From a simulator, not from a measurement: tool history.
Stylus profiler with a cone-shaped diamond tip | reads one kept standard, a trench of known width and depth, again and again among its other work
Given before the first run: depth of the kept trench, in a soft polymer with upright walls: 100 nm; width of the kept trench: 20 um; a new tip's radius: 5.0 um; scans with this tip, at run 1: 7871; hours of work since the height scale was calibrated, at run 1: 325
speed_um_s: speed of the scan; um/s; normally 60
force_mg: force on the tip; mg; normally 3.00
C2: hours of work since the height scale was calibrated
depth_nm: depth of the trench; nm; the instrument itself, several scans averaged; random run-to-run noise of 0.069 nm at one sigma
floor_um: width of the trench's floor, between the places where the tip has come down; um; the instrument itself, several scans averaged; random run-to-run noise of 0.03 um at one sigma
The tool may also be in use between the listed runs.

Run 1, day 0.000: usual settings; scans with this tip 7871; C2 325. Result: depth_nm 101.27 nm, floor_um 17.37 um.
Run 2, day 2.350: usual settings; scans with this tip 8049; C2 369. Result: depth_nm 101.26 nm, floor_um 17.42 um.
Run 3, day 5.596: usual settings but force_mg 8.18 mg; scans with this tip 8295; C2 430. Result: depth_nm 102.26 nm, floor_um 17.45 um.
Run 4, day 7.242: usual settings but speed_um_s 78 um/s; scans with this tip 8419; C2 460. Result: depth_nm 101.23 nm, floor_um 17.36 um.
Run 5, day 9.317: usual settings but speed_um_s 78 um/s, force_mg 5.18 mg; scans with this tip 8576; C2 499. Result: depth_nm 101.87 nm, floor_um 17.38 um.
Run 6, day 11.692: usual settings but speed_um_s 78 um/s, force_mg 5.18 mg; scans with this tip 8756; C2 543. Result: depth_nm 101.63 nm, floor_um 17.37 um.
Run 7, day 13.438: usual settings but speed_um_s 78 um/s, force_mg 5.18 mg; scans with this tip 8888; C2 576. Result: depth_nm 101.70 nm, floor_um 17.35 um.
Run 8, day 16.967: usual settings but speed_um_s 78 um/s, force_mg 5.18 mg; scans with this tip 9155; C2 642. Result: depth_nm 101.71 nm, floor_um 17.36 um.
Run 9, day 18.621: usual settings but speed_um_s 78 um/s, force_mg 5.18 mg; scans with this tip 9280; C2 673. Result: depth_nm 101.77 nm, floor_um 17.33 um.
Run 10, day 20.808: usual settings but speed_um_s 103 um/s; scans with this tip 9446; C2 714. Result: depth_nm 101.22 nm, floor_um 17.16 um.
Run 11, day 22.850: usual settings; scans with this tip 9600; C2 752. Result: depth_nm 101.44 nm, floor_um 17.31 um.
Run 12, day 25.788: usual settings; scans with this tip 9822; C2 807. Result: depth_nm 101.27 nm, floor_um 17.33 um.
Run 13, day 27.579: usual settings; scans with this tip 9958; C2 840. Result: depth_nm 101.17 nm, floor_um 17.29 um.
Run 14, day 31.017: usual settings; scans with this tip 10218; C2 904. Result: depth_nm 101.37 nm, floor_um 17.30 um.
Run 15, day 34.329: usual settings but force_mg 1.97 mg; scans with this tip 10469; C2 966. Result: depth_nm 101.12 nm, floor_um 17.18 um.
Run 16, day 37.904: usual settings but force_mg 1.97 mg; scans with this tip 10739; C2 1033. Result: depth_nm 101.20 nm, floor_um 17.21 um.
Run 17, day 40.179: usual settings but speed_um_s 114 um/s; scans with this tip 10911; C2 1075. Result: depth_nm 101.46 nm, floor_um 16.98 um.
Run 18, day 41.933: usual settings; scans with this tip 11044; C2 1108. Result: depth_nm 101.40 nm, floor_um 17.21 um.
Run 19, day 44.221: usual settings; scans with this tip 11217; C2 1151. Result: depth_nm 101.44 nm, floor_um 17.26 um.
Run 20, day 45.888: usual settings; scans with this tip 11343; C2 1182. Result: depth_nm 101.45 nm, floor_um 17.27 um.
Run 21, day 47.662: usual settings; scans with this tip 11477; C2 1215. Result: depth_nm 101.30 nm, floor_um 17.26 um.
Run 22, day 50.129: usual settings; scans with this tip 11664; C2 1261. Result: depth_nm 101.54 nm, floor_um 17.24 um.
Run 23, day 52.679: usual settings; scans with this tip 11857; C2 1309. Result: depth_nm 101.55 nm, floor_um 17.27 um.
Run 24, day 56.138: usual settings; scans with this tip 12119; C2 1373. Result: depth_nm 101.61 nm, floor_um 17.22 um.
Run 25, day 58.638: usual settings but speed_um_s 19 um/s, force_mg 6.74 mg; scans with this tip 12308; C2 1420. Result: depth_nm 102.42 nm, floor_um 17.40 um.
Run 26, day 60.646: usual settings but speed_um_s 45 um/s; scans with this tip 12460; C2 1458. Result: depth_nm 101.58 nm, floor_um 17.29 um.
Run 27, day 63.546: usual settings but speed_um_s 16 um/s, force_mg 1.09 mg; scans with this tip 12679; C2 1512. Result: depth_nm 100.96 nm, floor_um 17.37 um.
At day 64.162: height scale calibrated on a step standard.
Run 28, day 66.483: usual settings but speed_um_s 144 um/s, force_mg 3.80 mg; scans with this tip 12900; C2 43. Result: depth_nm 101.99 nm, floor_um 16.87 um.
Run 29, day 69.892: usual settings but speed_um_s 52 um/s, force_mg 1.64 mg; scans with this tip 13158; C2 107. Result: depth_nm 101.42 nm, floor_um 17.12 um.
Run 30, day 72.579: usual settings but speed_um_s 45 um/s, force_mg 1.74 mg; scans with this tip 13361; C2 157. Result: depth_nm 101.44 nm, floor_um 17.17 um.
At day 74.379: height scale calibrated on a step standard, once more.
Run 31, day 75.846: usual settings but speed_um_s 213 um/s, force_mg 6.70 mg; scans with this tip 13607; C2 27. Result: depth_nm 101.87 nm, floor_um 16.83 um.
Run 32, day 77.683: usual settings but speed_um_s 213 um/s, force_mg 6.70 mg; scans with this tip 13746; C2 62. Result: depth_nm 101.98 nm, floor_um 16.80 um.
Run 33, day 80.925: usual settings but speed_um_s 237 um/s; scans with this tip 13991; C2 122. Result: depth_nm 101.22 nm, floor_um 16.45 um.
Run 34, day 83.412: usual settings but speed_um_s 63 um/s, force_mg 2.86 mg; scans with this tip 14179; C2 169. Result: depth_nm 101.14 nm, floor_um 17.05 um.
Run 35, day 85.462: usual settings but speed_um_s 18 um/s, force_mg 3.56 mg; scans with this tip 14334; C2 207. Result: depth_nm 101.20 nm, floor_um 17.28 um.
Run 36, day 87.379: usual settings but speed_um_s 22 um/s, force_mg 1.07 mg; scans with this tip 14479; C2 243. Result: depth_nm 100.64 nm, floor_um 17.26 um.
Run 37, day 88.958: usual settings but speed_um_s 50 um/s, force_mg 1.07 mg; scans with this tip 14599; C2 272. Result: depth_nm 100.69 nm, floor_um 16.99 um.
Run 38, day 90.871: usual settings but speed_um_s 31 um/s, force_mg 4.49 mg; scans with this tip 14744; C2 308. Result: depth_nm 101.60 nm, floor_um 17.22 um.
Run 39, day 94.279: usual settings but speed_um_s 184 um/s, force_mg 2.30 mg; scans with this tip 15002; C2 372. Result: depth_nm 100.92 nm, floor_um 16.47 um.
Run 40, day 96.058: usual settings but speed_um_s 184 um/s, force_mg 2.30 mg; scans with this tip 15136; C2 405. Result: depth_nm 100.96 nm, floor_um 16.52 um.
Run 41, day 99.246: usual settings but force_mg 6.68 mg; scans with this tip 15377; C2 464. Result: depth_nm 101.97 nm, floor_um 17.14 um.
Run 42, day 101.921: usual settings but force_mg 1.33 mg; scans with this tip 15580; C2 514. Result: depth_nm 100.65 nm, floor_um 16.95 um.
Run 43, day 105.442: usual settings but force_mg 1.33 mg; scans with this tip 15846; C2 580. Result: depth_nm 100.93 nm, floor_um 17.01 um.
Run 44, day 107.558: usual settings but force_mg 1.33 mg; scans with this tip 16006; C2 620. Result: depth_nm 100.79 nm, floor_um 16.93 um.
Run 45, day 109.788: usual settings but speed_um_s 45 um/s, force_mg 1.33 mg; scans with this tip 16175; C2 661. Result: depth_nm 100.90 nm, floor_um 17.07 um.

Below, each run's measurement less what the same run would have read without the hidden state. Both values contain the same run-to-run variation, but the gauge's scatter may not be the same in both:
Unlogged tool condition in this case: radius of the tip, um; height scale over the true one, %; drift of the gauge itself on depth_nm, %; drift of the gauge itself on floor_um, %.
run  depth_nm  floor_um
  1     +0.10     -0.37
  2     +0.12     -0.37
  3     +0.13     -0.39
  4     +0.14     -0.40
  5     +0.15     -0.40
  6     +0.17     -0.41
  7     +0.17     -0.42
  8     +0.19     -0.43
  9     +0.21     -0.43
 10     +0.21     -0.44
 11     +0.22     -0.45
 12     +0.25     -0.46
 13     +0.26     -0.46
 14     +0.28     -0.47
 15     +0.29     -0.49
 16     +0.31     -0.49
 17     +0.32     -0.50
 18     +0.34     -0.51
 19     +0.34     -0.52
 20     +0.35     -0.52
 21     +0.37     -0.53
 22     +0.38     -0.53
 23     +0.39     -0.54
 24     +0.41     -0.55
 25     +0.42     -0.56
 26     +0.43     -0.57
 27     +0.45     -0.57
 28     +0.67     -0.59
 29     +0.68     -0.59
 30     +0.69     -0.60
 31     -0.01     -0.61
 32     +0.00     -0.62
 33     +0.03     -0.63
 34     +0.04     -0.64
 35     +0.04     -0.64
 36     +0.06     -0.65
 37     +0.07     -0.65
 38     +0.08     -0.66
 39     +0.10     -0.67
 40     +0.11     -0.67
 41     +0.13     -0.68
 42     +0.13     -0.69
 43     +0.16     -0.70
 44     +0.17     -0.70
 45     +0.18     -0.71
